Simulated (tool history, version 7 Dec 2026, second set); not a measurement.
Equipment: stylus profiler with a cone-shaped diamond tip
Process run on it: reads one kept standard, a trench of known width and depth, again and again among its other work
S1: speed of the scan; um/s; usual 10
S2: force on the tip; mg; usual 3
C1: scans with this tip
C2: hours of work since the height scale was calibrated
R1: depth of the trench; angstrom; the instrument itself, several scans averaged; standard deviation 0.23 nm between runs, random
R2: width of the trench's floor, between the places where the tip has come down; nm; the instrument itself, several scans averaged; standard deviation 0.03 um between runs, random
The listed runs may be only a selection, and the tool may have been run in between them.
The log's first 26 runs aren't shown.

Run 27, hour 2101.5: usual settings but S1 21 um/s, S2 2.45 mg; C1 4751; C2 392. Result: R1 10122.6 angstrom, R2 14400 nm.
Run 28, hour 2200.1: usual settings but S1 2 um/s, S2 1.13 mg; C1 5305; C2 461. Result: R1 10082.9 angstrom, R2 14320 nm.
Run 29, hour 2272.4: usual settings but S1 17 um/s, S2 7.73 mg; C1 5712; C2 511. Result: R1 10244.8 angstrom, R2 14190 nm.
Run 30, hour 2330.1: usual settings but S1 2 um/s, S2 1.34 mg; C1 6036; C2 551. Result: R1 10091.9 angstrom, R2 14190 nm.
Run 31, hour 2384.7: usual settings but S1 9 um/s; C1 6344; C2 589. Result: R1 10146.8 angstrom, R2 14040 nm.
Run 32, hour 2449.5: usual settings but S1 2 um/s, S2 1.64 mg; C1 6708; C2 633. Result: R1 10108.3 angstrom, R2 14030 nm.
Run 33, hour 2524.7: usual settings but S1 29 um/s, S2 3.08 mg; C1 7131; C2 686. Result: R1 10153.8 angstrom, R2 13850 nm.
Run 34, hour 2628.9: usual settings but S1 29 um/s, S2 3.08 mg; C1 7717; C2 758. Result: R1 10162.7 angstrom, R2 13710 nm.
Run 35, hour 2745.8: usual settings but S1 3 um/s, S2 1.74 mg; C1 8375; C2 839. Result: R1 10122.9 angstrom, R2 13600 nm.
Run 36, hour 2805: usual settings but S1 3 um/s, S2 1.74 mg; C1 8707; C2 880. Result: R1 10126.2 angstrom, R2 13550 nm.
Run 37, hour 2921.2: usual settings but S1 3 um/s, S2 1.06 mg; C1 9361; C2 960. Result: R1 10109 angstrom, R2 13390 nm.
At hour 2998: height scale calibrated on a step standard.
Run 38, hour 3003: usual settings but S1 11 um/s, S2 4.64 mg; C1 9818; C2 3. Result: R1 10157 angstrom, R2 13330 nm.
Run 39, hour 3091.6: usual settings but S1 5 um/s, S2 2.24 mg; C1 10317; C2 65. Result: R1 10106.5 angstrom, R2 13180 nm.
At hour 3119.3: new tip fitted, height scale calibrated.
Run 40, hour 3204.5: usual settings but S1 15 um/s, S2 5.36 mg; C1 479; C2 59. Result: R1 10180.1 angstrom, R2 15870 nm.
Run 41, hour 3268.8: usual settings but S1 15 um/s, S2 5.36 mg; C1 841; C2 104. Result: R1 10180.2 angstrom, R2 15720 nm.
Run 42, hour 3318.2: usual settings but S1 2 um/s, S2 3.97 mg; C1 1119; C2 138. Result: R1 10149.1 angstrom, R2 15670 nm.
Run 43, hour 3428: usual settings but S1 15 um/s; C1 1736; C2 214. Result: R1 10131.6 angstrom, R2 15430 nm.
Run 44, hour 3521.7: usual settings but S1 15 um/s; C1 2263; C2 279. Result: R1 10132.4 angstrom, R2 15250 nm.
Run 45, hour 3588.4: usual settings but S1 11 um/s, S2 1.48 mg; C1 2639; C2 325. Result: R1 10091 angstrom, R2 15160 nm.

Consider 4 possible next runs. They are alternatives, not a sequence: every one starts from the tool as it was left by run 45. What does each give?
Run A, hour 3656.9: usual settings but S1 4 um/s, S2 2.31 mg; C1 3024; C2 372. Result: R1 ?, R2 ?.
Run B, hour 3656.9: usual settings but S1 8 um/s; C1 3024; C2 372. Result: R1 ?, R2 ?.
Run C, hour 3656.9: usual settings but S1 14 um/s, S2 1.67 mg; C1 3024; C2 372. Result: R1 ?, R2 ?.
Run D, hour 3656.9: usual settings but S1 6 um/s, S2 4.72 mg; C1 3024; C2 372. Result: R1 ?, R2 ?.

run       R1     R2
  A  10122.3  15080
  B    10140  15080
  C  10103.6  15040
  D  10177.3  15060
With no hidden state in the tool, these same runs would have given:
run       R1     R2
  A  10100.9  16010
  B  10118.5  16020
  C  10082.2  15970
  D  10155.7  15990

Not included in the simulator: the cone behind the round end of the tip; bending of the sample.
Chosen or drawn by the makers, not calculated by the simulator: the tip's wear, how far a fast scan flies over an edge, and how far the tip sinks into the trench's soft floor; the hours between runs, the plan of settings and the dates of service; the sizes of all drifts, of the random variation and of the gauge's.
